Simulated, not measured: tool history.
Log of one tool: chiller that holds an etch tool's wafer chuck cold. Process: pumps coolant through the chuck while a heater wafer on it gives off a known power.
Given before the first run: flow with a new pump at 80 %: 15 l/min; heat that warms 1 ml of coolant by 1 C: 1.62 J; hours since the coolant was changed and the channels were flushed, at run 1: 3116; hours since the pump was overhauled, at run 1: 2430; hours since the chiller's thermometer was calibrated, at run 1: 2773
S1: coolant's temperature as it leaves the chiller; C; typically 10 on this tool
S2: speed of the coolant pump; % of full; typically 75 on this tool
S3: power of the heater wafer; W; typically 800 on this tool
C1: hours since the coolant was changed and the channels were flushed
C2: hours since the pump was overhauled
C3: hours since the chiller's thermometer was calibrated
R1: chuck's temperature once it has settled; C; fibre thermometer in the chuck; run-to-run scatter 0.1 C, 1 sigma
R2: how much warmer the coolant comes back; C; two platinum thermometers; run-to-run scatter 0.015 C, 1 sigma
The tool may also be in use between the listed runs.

Run 1, hour 0: usual settings; C1 3116; C2 2430; C3 2773. Result: R1 19 C, R2 2.23 C.
Run 2, hour 56.6: usual settings; C1 3173; C2 2486; C3 2830. Result: R1 19 C, R2 2.24 C.
Run 3, hour 90.2: usual settings; C1 3207; C2 2520; C3 2863. Result: R1 18.9 C, R2 2.25 C.
Run 4, hour 118.8: usual settings but S2 98 % of full; C1 3235; C2 2549; C3 2892. Result: R1 17.2 C, R2 1.66 C.
Run 5, hour 146.4: usual settings but S1 14 C, S2 98 % of full; C1 3263; C2 2576; C3 2919. Result: R1 21.1 C, R2 1.67 C.
Run 6, hour 180: usual settings but S1 14 C, S2 98 % of full; C1 3296; C2 2610; C3 2953. Result: R1 21.1 C, R2 1.7 C.
Run 7, hour 213.6: usual settings but S3 872 W; C1 3330; C2 2643; C3 2987. Result: R1 19.9 C, R2 2.46 C.
Run 8, hour 246.5: usual settings but S3 401 W; C1 3363; C2 2676; C3 3020. Result: R1 14.8 C, R2 1.14 C.
Run 9, hour 282.6: usual settings but S1 12 C; C1 3399; C2 2712; C3 3056. Result: R1 21.2 C, R2 2.26 C.
Run 10, hour 315.1: usual settings but S1 12 C; C1 3431; C2 2745; C3 3088. Result: R1 21 C, R2 2.28 C.
Run 11, hour 370.8: usual settings but S1 12 C; C1 3487; C2 2801; C3 3144. Result: R1 21.3 C, R2 2.25 C.
Run 12, hour 435: usual settings; C1 3551; C2 2865; C3 3208. Result: R1 19.1 C, R2 2.28 C.
Run 13, hour 474.9: usual settings; C1 3591; C2 2905; C3 3248. Result: R1 19.2 C, R2 2.25 C.
Run 14, hour 525.2: usual settings but S3 694 W; C1 3642; C2 2955; C3 3298. Result: R1 18.1 C, R2 1.96 C.
Run 15, hour 589: usual settings but S3 694 W; C1 3705; C2 3019; C3 3362. Result: R1 18 C, R2 2 C.
Run 16, hour 632.5: usual settings but S3 694 W; C1 3749; C2 3062; C3 3406. Result: R1 18.2 C, R2 1.96 C.
Run 17, hour 672.2: usual settings but S3 694 W; C1 3789; C2 3102; C3 3445. Result: R1 18.4 C, R2 1.95 C.
Run 18, hour 721.8: usual settings but S2 79 % of full, S3 1063 W; C1 3838; C2 3152; C3 3495. Result: R1 21.6 C, R2 2.89 C.
Run 19, hour 778.7: usual settings but S1 4 C, S2 90 % of full, S3 1157 W; C1 3895; C2 3209; C3 3552. Result: R1 15.3 C, R2 2.71 C.
Run 20, hour 811.7: usual settings but S1 4 C, S2 90 % of full, S3 1157 W; C1 3928; C2 3241; C3 3585. Result: R1 15.4 C, R2 2.72 C.
Run 21, hour 872.7: usual settings but S2 66 % of full, S3 544 W; C1 3989; C2 3303; C3 3646. Result: R1 17.4 C, R2 1.76 C.
Run 22, hour 921.5: usual settings but S1 7 C, S2 66 % of full, S3 544 W; C1 4038; C2 3351; C3 3695. Result: R1 14.5 C, R2 1.83 C.
Run 23, hour 964.7: usual settings but S2 70 % of full; C1 4081; C2 3394; C3 3738. Result: R1 20.2 C, R2 2.47 C.
Run 24, hour 1008.9: usual settings but S2 70 % of full; C1 4125; C2 3439; C3 3782. Result: R1 20 C, R2 2.5 C.

Each row is a separate what-if for the run after 24, all from the same tool condition, not one after another. Results?
Run A, hour 1073: usual settings but S2 71 % of full; C1 4189; C2 3503; C3 3846. Result: R1 ?, R2 ?.
Run B, hour 1073: usual settings but S2 80 % of full, S3 705 W; C1 4189; C2 3503; C3 3846. Result: R1 ?, R2 ?.
Run C, hour 1073: usual settings but S1 13 C, S2 81 % of full, S3 1075 W; C1 4189; C2 3503; C3 3846. Result: R1 ?, R2 ?.
Run D, hour 1073: usual settings but S1 1 C, S2 70 % of full, S3 508 W; C1 4189; C2 3503; C3 3846. Result: R1 ?, R2 ?.

run    R1    R2
  A  20.2  2.45
  B  18.1   1.9
  C  24.9  2.83
  D   7.6  1.59
Without the tool's hidden state the same runs would have given:
run    R1    R2
  A  18.1  2.25
  B  16.3  1.75
  C  22.5   2.6
  D     6  1.46
